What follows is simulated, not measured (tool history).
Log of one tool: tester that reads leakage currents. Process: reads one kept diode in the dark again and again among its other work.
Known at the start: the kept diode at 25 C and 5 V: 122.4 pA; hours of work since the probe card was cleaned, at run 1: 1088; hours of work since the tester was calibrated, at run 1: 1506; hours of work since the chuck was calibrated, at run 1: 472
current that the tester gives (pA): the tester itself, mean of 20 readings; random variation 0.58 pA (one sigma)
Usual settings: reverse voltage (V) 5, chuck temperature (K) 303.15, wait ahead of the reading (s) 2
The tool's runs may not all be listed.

run    hour  reverse voltage (V)  chuck temperature (K)  wait ahead of the reading (s)  hours of work since the probe card was cleaned  hours of work since the tester was calibrated  hours of work since the chuck was calibrated  current that the tester gives (pA)
  1       0                    5                 303.15                              2                                            1088                                           1506                                           472                              185.42
  2    92.7                    5                 303.15                              2                                            1140                                           1558                                           524                               185.1
  3   161.5                    5                 303.15                           0.46                                            1179                                           1597                                           563                              188.24
  4   252.7                    5                 301.15                              2                                            1230                                           1648                                           614                              155.66
  5   316.4                    5                 301.15                              2                                            1266                                           1684                                           650                              154.88
  6   430.4                    5                 301.15                              2                                            1330                                           1748                                           714                              155.28
  7   524.2                    5                 301.15                              2                                            1383                                           1801                                           767                              154.36
  8   610.3                 1.04                 303.15                              2                                            1431                                           1849                                           815                               70.85
  9   675.3                 1.04                 303.15                              2                                            1468                                           1886                                           852                               70.98
 10   784.1                    5                 303.15                              2                                            1529                                           1947                                           913                              184.05
 11   857.5                    5                 303.15                           4.88                                            1570                                           1988                                           954                               182.7
 12   966.1                    5                 303.15                           4.88                                            1631                                           2049                                          1015                              183.31
 13  1092.7                    5                 303.15                              2                                            1702                                           2120                                          1086                               182.1
 14  1212.3                    5                 303.15                           0.43                                            1770                                           2188                                          1154                              184.97
     1282.1  -- tester calibrated
 15  1329.8                 1.47                 303.15                           0.43                                            1835                                             27                                          1219                               88.93
 16  1451.6                    5                 303.15                              2                                            1903                                             95                                          1287                              186.11
 17    1549                 2.02                 316.15                              2                                            1958                                            150                                          1342                              313.04
 18  1685.6                 6.03                 316.15                              2                                            2035                                            227                                          1419                              609.04
 19  1806.2                 6.03                 316.15                              2                                            2102                                            295                                          1486                              605.48
 20  1881.5                 1.74                 303.15                           1.89                                            2145                                            337                                          1529                               97.63
 21  1960.1                 1.74                 315.15                           3.59                                            2189                                            381                                          1573                              262.74
     1972.5  -- probe card cleaned and baked
 22    2036                 1.74                 315.15                           3.59                                              36                                            422                                          1614                              264.81
       2103  -- chuck's temperature calibrated
 23  2131.5                 1.92                 330.15                           8.42                                              88                                            475                                            16                              941.91
 24    2247                 2.42                 325.15                           6.99                                             153                                            539                                            81                               742.7
       2279  -- probe card cleaned and baked, once more
 25  2336.2                 2.53                 298.15                           1.24                                              32                                            588                                           129                               81.55

Forecast run 26:
 26  2468.9                13.55                 299.15                            8.4                                             107                                            663                                           204                                   ?

{"run 26": {"current that the tester gives (pA)": 243.58}}
Without the tool's hidden state the same run would have given current that the tester gives (pA) 244.
